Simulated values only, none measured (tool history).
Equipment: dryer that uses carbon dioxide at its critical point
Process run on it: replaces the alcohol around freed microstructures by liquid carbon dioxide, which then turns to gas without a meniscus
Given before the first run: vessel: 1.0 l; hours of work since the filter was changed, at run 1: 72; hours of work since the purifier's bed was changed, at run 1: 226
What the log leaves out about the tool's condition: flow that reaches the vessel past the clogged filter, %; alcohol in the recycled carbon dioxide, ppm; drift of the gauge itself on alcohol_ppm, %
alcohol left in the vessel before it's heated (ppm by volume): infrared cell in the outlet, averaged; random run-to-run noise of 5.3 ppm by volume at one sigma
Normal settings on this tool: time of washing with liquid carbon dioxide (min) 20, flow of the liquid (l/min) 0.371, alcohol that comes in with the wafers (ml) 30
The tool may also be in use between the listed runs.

run	hour	time of washing with liquid carbon dioxide (min)	flow of the liquid (l/min)	alcohol that comes in with the wafers (ml)	hours of work since the filter was changed	hours of work since the purifier's bed was changed	alcohol left in the vessel before it's heated (ppm by volume)
1	0.0	20	0.371	30	72	226	241
2	23.5	20	0.371	30	79	233	240
3	45.6	20	0.371	30	86	240	250
4	65.2	20	0.371	30	92	247	257
5	98.2	20	0.371	30	103	257	265
6	113.0	20	0.371	30	107	262	259
7	138.6	13	0.371	30	116	270	983
8	166.6	20	0.371	30	124	279	274
9	192.5	20	0.371	30	133	287	284
10	209.4	16	0.371	34	138	292	581
11	243.6	18	0.400	55	149	303	425
12	261.8	31	0.352	101	154	309	209
13	282.1	20	0.349	28	161	315	347
14	308.9	20	0.287	28	169	324	610
15	333.9	23	0.224	22	177	332	753
16	361.2	23	0.224	22	186	340	745
17	386.6	27	0.601	68	194	348	182

Below are 5 alternative next runs, each starting from the tool's condition after run 17. Predict each:
A	413.9	26	0.371	78	203	357	?
B	413.9	17	0.601	25	203	357	?
C	413.9	13	0.601	68	203	357	?
D	413.9	22	0.601	36	203	357	?
E	413.9	27	0.353	68	203	357	?

run	alcohol left in the vessel before it's heated (ppm by volume)
A	264
B	202
C	403
D	188
E	267
Without the tool's hidden state the same runs would have given:
run	alcohol left in the vessel before it's heated (ppm by volume)
A	53
B	14
C	163
D	4
E	59
